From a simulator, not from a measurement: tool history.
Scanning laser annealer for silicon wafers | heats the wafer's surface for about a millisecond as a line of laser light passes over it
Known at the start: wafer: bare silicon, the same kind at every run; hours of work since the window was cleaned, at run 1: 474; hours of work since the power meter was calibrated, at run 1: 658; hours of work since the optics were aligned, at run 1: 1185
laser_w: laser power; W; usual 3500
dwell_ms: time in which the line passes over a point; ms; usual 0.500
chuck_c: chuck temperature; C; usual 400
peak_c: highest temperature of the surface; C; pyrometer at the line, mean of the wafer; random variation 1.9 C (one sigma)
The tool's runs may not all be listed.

run    hour  laser_w  dwell_ms  chuck_c  hours of work since the window was cleaned  hours of work since the power meter was calibrated  hours of work since the optics were aligned  peak_c
  1     0.0     3500     0.500      400                                         474                                                 658                                         1185    1185
  2    36.8     3500     0.500      400                                         490                                                 674                                         1201    1182
  3    69.6     3500     0.500      416                                         504                                                 688                                         1215    1199
      107.4  -- optics aligned, line set to its width
  4   112.6     3500     0.500      416                                         521                                                 705                                            2    1220
  5   147.7     3500     0.500      416                                         536                                                 720                                           18    1221
  6   187.1     3500     0.500      416                                         553                                                 737                                           35    1217
  7   214.3     3500     0.492      400                                         565                                                 749                                           47    1197
  8   253.6     3500     0.431      400                                         582                                                 766                                           64    1149
  9   272.9     3500     0.500      400                                         591                                                 775                                           72    1200
 10   292.6     3500     0.354      400                                         599                                                 783                                           81    1081
 11   312.2     3500     0.354      400                                         608                                                 792                                           89    1078
 12   341.5     3500     0.354      400                                         620                                                 805                                          102    1079
 13   384.3     3500     0.354      400                                         639                                                 823                                          121    1077
 14   417.2     3500     0.354      400                                         653                                                 838                                          135    1077
 15   457.1     3500     0.354      400                                         671                                                 855                                          153    1072
 16   500.7     3500     0.500      400                                         690                                                 874                                          171    1197
 17   523.2     3500     0.500      400                                         700                                                 884                                          181    1191
      538.6  -- window over the wafer cleaned
 18   557.7     3500     0.500      400                                           8                                                 898                                          195    1187
 19   587.0     3691     0.500      400                                          21                                                 911                                          208    1236
 20   617.5     3691     0.500      400                                          34                                                 924                                          222    1237
 21   638.6     3500     0.500      400                                          44                                                 933                                          231    1188
      678.3  -- window over the wafer cleaned, once more
 22   678.3     2980     0.500      408                                           0                                                 950                                          247    1095
 23   699.9     3714     0.414      400                                           9                                                 959                                          257    1205
 24   718.6     3714     0.414      400                                          18                                                 967                                          265    1205
 25   736.4     3714     0.414      400                                          25                                                 975                                          273    1201
 26   759.2     3714     0.414      400                                          35                                                 985                                          282    1203
 27   792.2     3053     0.604      366                                          50                                                1000                                          297    1137
 28   833.1     3655     0.500      400                                          68                                                1017                                          315    1258
 29   865.3     3645     0.500      437                                          82                                                1031                                          329    1293
 30   906.4     3757     0.500      404                                          99                                                1049                                          347    1286
 31   937.0     3757     0.500      404                                         113                                                1063                                          360    1288
 32   971.6     3757     0.500      404                                         128                                                1078                                          375    1285
 33  1010.9     3757     0.500      404                                         145                                                1095                                          392    1284
 34  1039.7     3500     0.387      400                                         158                                                1107                                          405    1119
 35  1073.6     3500     0.387      400                                         172                                                1122                                          420    1119
 36  1111.5     3500     0.387      400                                         189                                                1139                                          436    1117
 37  1136.6     3500     0.387      400                                         200                                                1150                                          447    1115
 38  1172.8     3500     0.387      400                                         216                                                1165                                          463    1115
 39  1194.5     3663     0.500      400                                         225                                                1175                                          472    1253
 40  1217.6     3500     0.507      414                                         235                                                1185                                          482    1225
 41  1238.2     3500     0.507      414                                         244                                                1194                                          491    1222
 42  1276.0     3564     0.591      400                                         261                                                1210                                          508    1290

3 ways to go on from here, each from the tool as it stands after run 42. What would each give?
  A  1306.3     3298     0.559      371                                         274                                                1224                                          521       ?
  B  1306.3     3017     0.423      422                                         274                                                1224                                          521       ?
  C  1306.3     3041     0.494      380                                         274                                                1224                                          521       ?

run  peak_c
  A    1168
  B    1051
  C    1066
Without the tool's hidden state the same runs would have given:
run  peak_c
  A    1188
  B    1067
  C    1083
